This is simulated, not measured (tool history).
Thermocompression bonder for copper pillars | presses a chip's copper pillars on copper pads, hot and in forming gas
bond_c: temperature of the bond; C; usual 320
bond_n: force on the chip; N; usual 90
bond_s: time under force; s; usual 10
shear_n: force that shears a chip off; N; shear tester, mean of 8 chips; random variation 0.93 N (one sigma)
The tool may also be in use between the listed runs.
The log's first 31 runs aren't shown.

{"run": 32, "hour": 471.1, "bond_c": 320, "bond_n": 73, "bond_s": 21, "shear_n": 76.3}
{"run": 33, "hour": 492.8, "bond_c": 298, "bond_n": 90, "bond_s": 14, "shear_n": 66.1}
{"run": 34, "hour": 505.4, "bond_c": 298, "bond_n": 90, "bond_s": 14, "shear_n": 67.9}
{"run": 35, "hour": 526.6, "bond_c": 298, "bond_n": 90, "bond_s": 14, "shear_n": 63.9}
{"run": 36, "hour": 544.9, "bond_c": 298, "bond_n": 90, "bond_s": 14, "shear_n": 65.8}
{"run": 37, "hour": 560.9, "bond_c": 298, "bond_n": 61, "bond_s": 24, "shear_n": 56.1}
{"run": 38, "hour": 573.1, "bond_c": 326, "bond_n": 83, "bond_s": 18, "shear_n": 87}
{"run": 39, "hour": 591.8, "bond_c": 320, "bond_n": 83, "bond_s": 8, "shear_n": 63.2}

3 ways to go on from here, each from the tool as it stands after run 39. What would each give?
{"run": "A", "hour": 613.4, "bond_c": 325, "bond_n": 90, "bond_s": 11, "shear_n": "?"}
{"run": "B", "hour": 613.4, "bond_c": 320, "bond_n": 91, "bond_s": 10, "shear_n": "?"}
{"run": "C", "hour": 613.4, "bond_c": 342, "bond_n": 54, "bond_s": 28, "shear_n": "?"}

run=A shear_n=77.9
run=B shear_n=73.6
run=C shear_n=81.9
Without the tool's hidden state the same runs would have given:
run=A shear_n=82.9
run=B shear_n=78.3
run=C shear_n=86.9

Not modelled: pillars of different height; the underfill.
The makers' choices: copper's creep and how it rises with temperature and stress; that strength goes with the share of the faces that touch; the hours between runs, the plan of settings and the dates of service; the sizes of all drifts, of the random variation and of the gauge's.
